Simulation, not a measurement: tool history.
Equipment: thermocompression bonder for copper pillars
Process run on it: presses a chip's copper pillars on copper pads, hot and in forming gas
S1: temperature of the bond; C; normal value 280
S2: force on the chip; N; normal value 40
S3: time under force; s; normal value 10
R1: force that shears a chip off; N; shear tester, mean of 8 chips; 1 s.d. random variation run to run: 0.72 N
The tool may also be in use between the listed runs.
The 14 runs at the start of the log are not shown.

{"hour": 190.1, "done": "forming gas filter changed"}
{"run": 15, "hour": 191.2, "S1": 252, "S2": 40, "S3": 10, "R1": 38.3}
{"run": 16, "hour": 200.9, "S1": 280, "S2": 35, "S3": 10, "R1": 43.4}
{"run": 17, "hour": 214.5, "S1": 280, "S2": 35, "S3": 10, "R1": 42.2}
{"run": 18, "hour": 231.1, "S1": 280, "S2": 40, "S3": 10, "R1": 48.6}
{"run": 19, "hour": 239.9, "S1": 280, "S2": 40, "S3": 10, "R1": 49.5}
{"run": 20, "hour": 254.5, "S1": 280, "S2": 40, "S3": 10, "R1": 48.8}
{"run": 21, "hour": 265.9, "S1": 259, "S2": 58, "S3": 24, "R1": 79.6}
{"run": 22, "hour": 275.3, "S1": 259, "S2": 58, "S3": 24, "R1": 77.5}
{"run": 23, "hour": 291.9, "S1": 259, "S2": 58, "S3": 24, "R1": 77.3}
{"run": 24, "hour": 304.2, "S1": 259, "S2": 30, "S3": 24, "R1": 40.6}
{"run": 25, "hour": 312.9, "S1": 283, "S2": 40, "S3": 8, "R1": 46.4}
{"run": 26, "hour": 325.2, "S1": 280, "S2": 53, "S3": 13, "R1": 69.8}
{"run": 27, "hour": 333.6, "S1": 309, "S2": 44, "S3": 8, "R1": 62.2}
{"run": 28, "hour": 351.5, "S1": 301, "S2": 44, "S3": 22, "R1": 80.5}
{"run": 29, "hour": 363.8, "S1": 310, "S2": 39, "S3": 27, "R1": 78}
{"run": 30, "hour": 377.5, "S1": 310, "S2": 39, "S3": 27, "R1": 78.1}
{"run": 31, "hour": 387.2, "S1": 292, "S2": 32, "S3": 20, "R1": 53.6}
{"run": 32, "hour": 401.3, "S1": 271, "S2": 39, "S3": 28, "R1": 61.7}
{"run": 33, "hour": 420.8, "S1": 271, "S2": 39, "S3": 28, "R1": 60.3}
{"run": 34, "hour": 430.5, "S1": 309, "S2": 52, "S3": 17, "R1": 86}
{"run": 35, "hour": 446.9, "S1": 307, "S2": 40, "S3": 10, "R1": 58.2}
{"run": 36, "hour": 463.4, "S1": 272, "S2": 52, "S3": 22, "R1": 74.9}
{"run": 37, "hour": 472.9, "S1": 257, "S2": 56, "S3": 5, "R1": 43.1}
{"run": 38, "hour": 490.1, "S1": 259, "S2": 33, "S3": 10, "R1": 30.2}
{"run": 39, "hour": 507.2, "S1": 283, "S2": 39, "S3": 24, "R1": 63}

Below are 4 alternative next runs, each starting from the tool's condition after run 39. Predict each:
{"run": "A", "hour": 522.0, "S1": 251, "S2": 48, "S3": 10, "R1": "?"}
{"run": "B", "hour": 522.0, "S1": 292, "S2": 39, "S3": 10, "R1": "?"}
{"run": "C", "hour": 522.0, "S1": 255, "S2": 47, "S3": 9, "R1": "?"}
{"run": "D", "hour": 522.0, "S1": 263, "S2": 39, "S3": 24, "R1": "?"}

run=A R1=42.9
run=B R1=51
run=C R1=43.1
run=D R1=53.9
What these runs would have given with no unlogged condition in the tool:
run=A R1=47.5
run=B R1=55.9
run=C R1=47.6
run=D R1=59.1
